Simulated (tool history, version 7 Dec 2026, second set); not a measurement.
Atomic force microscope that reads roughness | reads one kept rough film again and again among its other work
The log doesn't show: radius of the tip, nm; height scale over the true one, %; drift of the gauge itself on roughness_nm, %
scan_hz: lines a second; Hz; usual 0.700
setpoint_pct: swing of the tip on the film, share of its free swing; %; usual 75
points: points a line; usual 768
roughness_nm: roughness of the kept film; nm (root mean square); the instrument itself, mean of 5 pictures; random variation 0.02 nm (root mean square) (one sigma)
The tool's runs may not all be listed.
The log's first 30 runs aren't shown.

| run | hour | scan_hz | setpoint_pct | points | pictures with this tip | hours of work since the height scale was calibrated | roughness_nm |
|---|---|---|---|---|---|---|---|
| 31 | 1401.4 | 3.024 | 61 | 935 | 156 | 470 | 4.628 |
|  | 1428.3 | new tip fitted |
| 32 | 1455.9 | 3.024 | 73 | 984 | 52 | 513 | 4.384 |
| 33 | 1493.6 | 3.024 | 73 | 984 | 123 | 542 | 4.291 |
|  | 1535.0 | new tip fitted |
| 34 | 1545.6 | 3.024 | 73 | 984 | 20 | 583 | 4.386 |
| 35 | 1577.6 | 3.024 | 73 | 984 | 81 | 608 | 4.332 |
| 36 | 1638.4 | 3.024 | 73 | 984 | 196 | 656 | 4.204 |
|  | 1645.4 | new tip fitted |
| 37 | 1671.8 | 3.024 | 73 | 984 | 50 | 682 | 4.365 |
| 38 | 1707.4 | 3.024 | 73 | 984 | 118 | 710 | 4.272 |
|  | 1755.6 | new tip fitted |
| 39 | 1776.3 | 3.024 | 77 | 425 | 39 | 764 | 4.216 |
| 40 | 1817.2 | 0.711 | 68 | 965 | 117 | 796 | 4.928 |
|  | 1862.2 | new tip fitted |
| 41 | 1874.0 | 2.267 | 79 | 474 | 22 | 841 | 4.358 |
| 42 | 1924.6 | 0.700 | 75 | 398 | 118 | 881 | 4.843 |
| 43 | 1953.4 | 1.005 | 83 | 288 | 173 | 904 | 4.495 |
|  | 1969.8 | new tip fitted |
| 44 | 1987.3 | 1.271 | 75 | 341 | 33 | 930 | 4.743 |
| 45 | 2051.9 | 3.966 | 78 | 430 | 156 | 981 | 3.811 |
|  | 2076.9 | new tip fitted |
| 46 | 2105.3 | 3.966 | 78 | 430 | 54 | 1022 | 3.930 |
| 47 | 2144.9 | 0.618 | 65 | 768 | 129 | 1054 | 4.950 |
| 48 | 2180.3 | 3.488 | 81 | 416 | 196 | 1082 | 3.781 |
|  | 2187.2 | new tip fitted |
| 49 | 2247.0 | 1.088 | 76 | 918 | 113 | 1134 | 4.682 |
| 50 | 2282.9 | 1.088 | 76 | 918 | 182 | 1162 | 4.606 |
|  | 2297.7 | new tip fitted |
| 51 | 2323.7 | 1.088 | 76 | 918 | 49 | 1194 | 4.747 |

Forecast each of these 4 alternatives for the next run:
| A | 2369.9 | 1.088 | 56 | 371 | 136 | 1230 | ? |
| B | 2369.9 | 1.176 | 79 | 278 | 136 | 1230 | ? |
| C | 2369.9 | 2.741 | 89 | 857 | 136 | 1230 | ? |
| D | 2369.9 | 1.326 | 87 | 395 | 136 | 1230 | ? |

| run | roughness_nm |
|---|---|
| A | 4.870 |
| B | 4.572 |
| C | 3.664 |
| D | 4.311 |
Without the tool's hidden state the same runs would have given:
| run | roughness_nm |
|---|---|
| A | 5.106 |
| B | 4.794 |
| C | 3.842 |
| D | 4.519 |
